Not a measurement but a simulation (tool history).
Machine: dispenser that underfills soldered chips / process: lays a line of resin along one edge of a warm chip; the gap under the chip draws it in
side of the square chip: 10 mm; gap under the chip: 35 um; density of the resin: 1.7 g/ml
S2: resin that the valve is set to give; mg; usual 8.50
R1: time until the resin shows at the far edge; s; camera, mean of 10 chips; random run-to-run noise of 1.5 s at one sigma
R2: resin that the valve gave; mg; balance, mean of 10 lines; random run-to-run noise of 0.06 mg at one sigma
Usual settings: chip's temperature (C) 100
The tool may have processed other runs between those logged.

{"run": 1, "day": 0.0, "chip's temperature (C)": 100, "S2": 8.5, "R1": 157.1, "R2": 7.71}
{"run": 2, "day": 0.183, "chip's temperature (C)": 100, "S2": 7.73, "R1": 206.8, "R2": 6.97}
{"run": 3, "day": 0.333, "chip's temperature (C)": 100, "S2": 7.73, "R1": 253.5, "R2": 6.9}
{"day": 0.467, "done": "new syringe of resin"}
{"run": 4, "day": 0.654, "chip's temperature (C)": 100, "S2": 7.73, "R1": 202.1, "R2": 6.86}
{"run": 5, "day": 0.8, "chip's temperature (C)": 100, "S2": 8.5, "R1": 234.6, "R2": 7.55}
{"day": 0.929, "done": "new syringe of resin"}
{"run": 6, "day": 1.138, "chip's temperature (C)": 100, "S2": 9.82, "R1": 194.7, "R2": 8.75}
{"day": 1.388, "done": "new syringe of resin"}
{"run": 7, "day": 1.388, "chip's temperature (C)": 100, "S2": 9.82, "R1": 151.4, "R2": 8.68}
{"run": 8, "day": 1.712, "chip's temperature (C)": 100, "S2": 9.19, "R1": 236.0, "R2": 8.0}
{"day": 1.854, "done": "new syringe of resin"}
{"run": 9, "day": 2.05, "chip's temperature (C)": 100, "S2": 9.19, "R1": 201.1, "R2": 8.05}
{"day": 2.188, "done": "dispensing valve cleaned and set on the balance"}
{"day": 2.358, "done": "new syringe of resin"}
{"run": 10, "day": 2.358, "chip's temperature (C)": 113, "S2": 8.5, "R1": 87.8, "R2": 8.5}
{"run": 11, "day": 2.521, "chip's temperature (C)": 100, "S2": 8.5, "R1": 186.9, "R2": 8.53}
{"run": 12, "day": 2.7, "chip's temperature (C)": 100, "S2": 8.31, "R1": 243.1, "R2": 8.37}
{"day": 2.821, "done": "new syringe of resin"}
{"run": 13, "day": 2.892, "chip's temperature (C)": 100, "S2": 8.5, "R1": 169.8, "R2": 8.55}
{"run": 14, "day": 3.171, "chip's temperature (C)": 105, "S2": 10.31, "R1": 191.2, "R2": 10.02}
{"day": 3.283, "done": "new syringe of resin"}
{"run": 15, "day": 3.346, "chip's temperature (C)": 98, "S2": 8.81, "R1": 181.1, "R2": 8.72}
{"run": 16, "day": 3.658, "chip's temperature (C)": 98, "S2": 8.81, "R1": 277.7, "R2": 8.69}
{"day": 3.742, "done": "new syringe of resin"}
{"run": 17, "day": 3.912, "chip's temperature (C)": 103, "S2": 7.52, "R1": 174.7, "R2": 7.4}
{"day": 4.221, "done": "new syringe of resin"}
{"run": 18, "day": 4.229, "chip's temperature (C)": 103, "S2": 7.52, "R1": 144.4, "R2": 7.34}
{"run": 19, "day": 4.433, "chip's temperature (C)": 90, "S2": 7.66, "R1": 325.5, "R2": 7.33}
{"day": 4.683, "done": "new syringe of resin"}
{"run": 20, "day": 4.758, "chip's temperature (C)": 114, "S2": 9.48, "R1": 94.1, "R2": 9.07}
{"run": 21, "day": 4.988, "chip's temperature (C)": 114, "S2": 8.41, "R1": 132.3, "R2": 7.93}
{"day": 5.158, "done": "new syringe of resin"}
{"run": 22, "day": 5.242, "chip's temperature (C)": 89, "S2": 8.41, "R1": 288.6, "R2": 8.01}
{"run": 23, "day": 5.396, "chip's temperature (C)": 92, "S2": 8.67, "R1": 298.7, "R2": 8.33}
{"day": 5.621, "done": "new syringe of resin"}
{"run": 24, "day": 5.729, "chip's temperature (C)": 89, "S2": 8.04, "R1": 297.7, "R2": 7.67}

4 options for the next run, each taken on its own from the tool as it stands now. Forecast them:
{"run": "A", "day": 5.925, "chip's temperature (C)": 94, "S2": 8.5, "R1": "?", "R2": "?"}
{"run": "B", "day": 5.925, "chip's temperature (C)": 100, "S2": 10.12, "R1": "?", "R2": "?"}
{"run": "C", "day": 5.925, "chip's temperature (C)": 104, "S2": 8.04, "R1": "?", "R2": "?"}
{"run": "D", "day": 5.925, "chip's temperature (C)": 106, "S2": 8.28, "R1": "?", "R2": "?"}

run=A R1=304.4 R2=7.96
run=B R1=232.2 R2=9.58
run=C R1=204.2 R2=7.60
run=D R1=184.3 R2=7.87
Without the tool's hidden state the same runs would have given:
run=A R1=183.8 R2=8.41
run=B R1=141.9 R2=10.12
run=C R1=123.5 R2=8.03
run=D R1=111.8 R2=8.31

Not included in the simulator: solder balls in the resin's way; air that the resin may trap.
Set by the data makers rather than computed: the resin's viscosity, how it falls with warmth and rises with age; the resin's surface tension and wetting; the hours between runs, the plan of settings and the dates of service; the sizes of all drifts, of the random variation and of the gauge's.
